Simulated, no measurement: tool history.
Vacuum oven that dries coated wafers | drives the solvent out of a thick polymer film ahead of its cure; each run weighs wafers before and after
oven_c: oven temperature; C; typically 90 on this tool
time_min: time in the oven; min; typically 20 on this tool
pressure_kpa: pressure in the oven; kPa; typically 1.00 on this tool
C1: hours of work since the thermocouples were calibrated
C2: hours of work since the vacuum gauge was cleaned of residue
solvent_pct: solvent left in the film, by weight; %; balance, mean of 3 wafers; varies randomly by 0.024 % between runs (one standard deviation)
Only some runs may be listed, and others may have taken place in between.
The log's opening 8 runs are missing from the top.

run 9 hour=221.4 | oven_c=90 time_min=20 pressure_kpa=1.00 | C1=720 C2=738 | solvent_pct=1.96
-- hour=237.1 oven's thermocouples calibrated
run 10 hour=255.8 | oven_c=90 time_min=20 pressure_kpa=1.00 | C1=8 C2=752 | solvent_pct=2.40
run 11 hour=291.5 | oven_c=90 time_min=20 pressure_kpa=1.00 | C1=23 C2=767 | solvent_pct=2.43
run 12 hour=329.1 | oven_c=88 time_min=20 pressure_kpa=1.00 | C1=39 C2=783 | solvent_pct=2.90
run 13 hour=366.4 | oven_c=90 time_min=26 pressure_kpa=1.00 | C1=55 C2=798 | solvent_pct=1.61
run 14 hour=386.6 | oven_c=90 time_min=26 pressure_kpa=1.00 | C1=63 C2=807 | solvent_pct=1.54
run 15 hour=411.4 | oven_c=90 time_min=20 pressure_kpa=1.00 | C1=74 C2=817 | solvent_pct=2.39
run 16 hour=437.2 | oven_c=90 time_min=20 pressure_kpa=1.00 | C1=85 C2=828 | solvent_pct=2.38
run 17 hour=465.6 | oven_c=90 time_min=20 pressure_kpa=1.00 | C1=97 C2=840 | solvent_pct=2.37
run 18 hour=485.7 | oven_c=90 time_min=20 pressure_kpa=1.00 | C1=105 C2=849 | solvent_pct=2.40
run 19 hour=521.6 | oven_c=90 time_min=20 pressure_kpa=1.00 | C1=120 C2=864 | solvent_pct=2.39
run 20 hour=548.2 | oven_c=90 time_min=20 pressure_kpa=1.00 | C1=132 C2=875 | solvent_pct=2.44
run 21 hour=581.3 | oven_c=100 time_min=20 pressure_kpa=1.00 | C1=146 C2=889 | solvent_pct=0.83
run 22 hour=611.8 | oven_c=100 time_min=32 pressure_kpa=0.92 | C1=158 C2=902 | solvent_pct=0.57

Forecast run 23:
run 23 hour=644.8 | oven_c=101 time_min=29 pressure_kpa=1.22 | C1=172 C2=916 | solvent_pct=?

solvent_pct: 0.71 %
With no hidden state in the tool, this same run would have given solvent_pct 0.62 %.

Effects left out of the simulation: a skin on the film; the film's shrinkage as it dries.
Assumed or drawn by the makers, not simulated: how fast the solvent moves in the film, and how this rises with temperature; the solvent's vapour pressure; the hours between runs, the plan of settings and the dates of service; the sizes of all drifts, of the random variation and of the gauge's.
